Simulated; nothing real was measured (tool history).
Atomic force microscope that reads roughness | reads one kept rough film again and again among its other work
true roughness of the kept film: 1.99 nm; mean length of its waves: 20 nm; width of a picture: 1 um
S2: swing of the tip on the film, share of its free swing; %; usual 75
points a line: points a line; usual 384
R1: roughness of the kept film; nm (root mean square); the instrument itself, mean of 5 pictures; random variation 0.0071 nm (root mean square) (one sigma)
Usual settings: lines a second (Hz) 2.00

Run 1, hour 0.0: usual settings. Result: R1 1.273 nm (root mean square).
Run 2, hour 5.1: usual settings. Result: R1 1.251 nm (root mean square).
Run 3, hour 14.7: usual settings. Result: R1 1.212 nm (root mean square).
Run 4, hour 20.4: usual settings. Result: R1 1.201 nm (root mean square).
Run 5, hour 27.0: usual settings. Result: R1 1.177 nm (root mean square).
Run 6, hour 33.7: usual settings but lines a second (Hz) 1.41. Result: R1 1.200 nm (root mean square).
Run 7, hour 42.2: usual settings. Result: R1 1.120 nm (root mean square).
Run 8, hour 52.0: usual settings. Result: R1 1.104 nm (root mean square).
Run 9, hour 58.4: usual settings but lines a second (Hz) 1.30. Result: R1 1.137 nm (root mean square).
Run 10, hour 64.5: usual settings but lines a second (Hz) 1.88. Result: R1 1.084 nm (root mean square).
Run 11, hour 69.2: usual settings but lines a second (Hz) 1.88. Result: R1 1.056 nm (root mean square).
At hour 71.2: new tip fitted.
Run 12, hour 75.8: usual settings but lines a second (Hz) 1.88. Result: R1 1.457 nm (root mean square).
Run 13, hour 82.7: usual settings but lines a second (Hz) 1.88, S2 79 %. Result: R1 1.374 nm (root mean square).
Run 14, hour 92.6: usual settings but lines a second (Hz) 1.88, S2 61 %. Result: R1 1.489 nm (root mean square).
Run 15, hour 98.9: usual settings but lines a second (Hz) 0.92, S2 63 %, points a line 753. Result: R1 1.519 nm (root mean square).
Run 16, hour 105.3: usual settings but lines a second (Hz) 1.79, S2 84 %, points a line 354. Result: R1 1.227 nm (root mean square).
Run 17, hour 114.0: usual settings but lines a second (Hz) 1.79, S2 84 %, points a line 354. Result: R1 1.193 nm (root mean square).
Run 18, hour 121.5: usual settings but lines a second (Hz) 1.79, S2 84 %, points a line 354. Result: R1 1.173 nm (root mean square).
At hour 123.0: height scale calibrated on a step standard.
Run 19, hour 128.1: usual settings but lines a second (Hz) 2.19. Result: R1 1.204 nm (root mean square).
Run 20, hour 137.3: usual settings but lines a second (Hz) 2.19. Result: R1 1.165 nm (root mean square).
Run 21, hour 145.8: usual settings but lines a second (Hz) 0.96, S2 55 %, points a line 276. Result: R1 1.304 nm (root mean square).
Run 22, hour 155.8: usual settings but lines a second (Hz) 0.96, S2 55 %, points a line 276. Result: R1 1.298 nm (root mean square).
Run 23, hour 162.0: usual settings but lines a second (Hz) 0.65, S2 55 %, points a line 276. Result: R1 1.265 nm (root mean square).
Run 24, hour 172.0: usual settings but lines a second (Hz) 0.65, S2 55 %, points a line 276. Result: R1 1.220 nm (root mean square).
At hour 175.2: height scale calibrated on a step standard, once more.
Run 25, hour 177.9: usual settings but lines a second (Hz) 0.55, S2 71 %, points a line 691. Result: R1 1.222 nm (root mean square).
Run 26, hour 184.3: usual settings but lines a second (Hz) 0.55, S2 71 %, points a line 691. Result: R1 1.207 nm (root mean square).
Run 27, hour 190.9: usual settings but lines a second (Hz) 2.50, S2 81 %, points a line 691. Result: R1 0.958 nm (root mean square).

5 ways to go on from here, each from the tool as it stands after run 27. What would each give?
At hour 192.9: new tip fitted.
Run A, hour 200.5: usual settings but lines a second (Hz) 2.50, S2 81 %, points a line 511. Result: R1 ?.
At hour 192.9: new tip fitted.
Run B, hour 200.5: usual settings but lines a second (Hz) 2.50, S2 81 %, points a line 497. Result: R1 ?.
At hour 192.9: new tip fitted.
Run C, hour 200.5: usual settings but lines a second (Hz) 3.86, S2 81 %, points a line 489. Result: R1 ?.
At hour 192.9: new tip fitted.
Run D, hour 200.5: usual settings but lines a second (Hz) 0.59, S2 81 %, points a line 606. Result: R1 ?.
At hour 192.9: new tip fitted.
Run E, hour 200.5: usual settings but lines a second (Hz) 2.50, S2 89 %, points a line 691. Result: R1 ?.

run     R1
  A  1.309
  B  1.322
  C  1.163
  D  1.581
  E  1.184
Without the tool's hidden state the same runs would have given:
run     R1
  A  1.350
  B  1.363
  C  1.199
  D  1.630
  E  1.221

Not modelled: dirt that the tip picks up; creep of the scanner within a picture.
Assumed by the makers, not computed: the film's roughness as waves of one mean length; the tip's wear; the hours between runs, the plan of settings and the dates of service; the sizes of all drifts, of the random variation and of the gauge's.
